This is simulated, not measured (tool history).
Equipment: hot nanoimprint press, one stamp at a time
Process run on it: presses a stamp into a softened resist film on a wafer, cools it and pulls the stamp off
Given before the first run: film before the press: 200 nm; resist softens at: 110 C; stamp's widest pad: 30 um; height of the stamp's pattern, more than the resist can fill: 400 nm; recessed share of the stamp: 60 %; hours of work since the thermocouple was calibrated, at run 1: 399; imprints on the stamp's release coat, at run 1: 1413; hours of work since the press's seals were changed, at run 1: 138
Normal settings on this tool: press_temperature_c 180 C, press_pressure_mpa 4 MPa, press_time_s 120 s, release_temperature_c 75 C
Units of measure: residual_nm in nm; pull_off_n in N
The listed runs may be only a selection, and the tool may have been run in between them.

run,hour,press_temperature_c,press_pressure_mpa,press_time_s,release_temperature_c,hours of work since the thermocouple was calibrated,imprints on the stamp's release coat,hours of work since the press's seals were changed,residual_nm,pull_off_n
1,0,180,4,120,75,399,1413,138,112,295
2,64.6,180,4,120,75,435,1532,174,113.3,292
3,120.1,180,4,120,75,467,1634,205,114.9,307
4,172.6,170,4,120,75,496,1731,235,157.1,316
# hour 182.4: stamp cleaned and given a new release coat
5,217.1,170,4,120,75,518,63,256,159.3,225
6,249.7,170,4,120,75,536,123,275,156.6,226
# hour 293.9: plate thermocouple calibrated
7,296.2,170,4,120,70,1,204,299,150.1,246
8,353.6,170,4,120,70,34,309,332,150.3,242
9,417.8,180,4,120,75,70,427,368,107.5,241
10,456.8,180,4,120,75,92,499,390,109.3,239
11,486.1,180,4,120,75,108,553,406,107.3,242
12,518.9,175,4,120,75,127,613,425,131.3,244
13,575.7,175,4,120,75,159,718,456,130.3,256
14,611,175,4,120,75,178,783,476,131.3,250
15,677.4,175,4,120,75,216,905,514,133.1,265
16,741.9,180,4,120,75,252,1024,550,109.7,270
17,775.4,180,4,120,75,271,1086,569,112.3,277
18,823.6,180,4,120,72,298,1175,596,112.8,293
19,862.3,190,3.79,120,71,320,1246,618,78.3,307
20,898.5,190,3.79,120,71,340,1313,638,78.9,313
21,947,170,2.41,113,65,367,1402,665,172.4,348
# hour 981.8: press's hydraulic seals changed and the load cell set to zero
22,1017.2,180,3.19,75,64,402,1516,20,138.8,349
23,1056.5,172,4.05,120,77,425,1589,42,146.7,294
24,1125.1,172,4.05,120,77,463,1715,81,150.8,306
# hour 1144.5: stamp cleaned and given a new release coat
25,1175.6,184,4.34,120,75,488,57,106,92.9,218
26,1221.4,180,4,75,68,514,141,131,131.1,251
27,1267,172,4,97,68,540,225,157,156.1,277
# hour 1303.7: plate thermocouple calibrated
28,1331.4,186,4,85,68,16,338,192,94.9,257
29,1359.6,180,4,90,62,31,390,207,118.1,293
30,1421.2,169,3.75,165,75,66,504,242,147.3,247
31,1471.1,185,3.4,201,60,94,595,270,78.8,304

Consider 3 possible next runs. They are alternatives, not a sequence: every one starts from the tool as it was left by run 31. What does each give?
A,1516.5,169,2.79,120,81,120,679,296,?,?
B,1516.5,192,3.4,201,60,120,679,296,?,?
C,1516.5,180,3.74,120,75,120,679,296,?,?

run,residual_nm,pull_off_n
A,167.3,219
B,60.4,313
C,111.7,253
Had the tool no hidden state, the same runs would have come out as:
run,residual_nm,pull_off_n
A,164.4,188
B,58.1,269
C,107.6,216
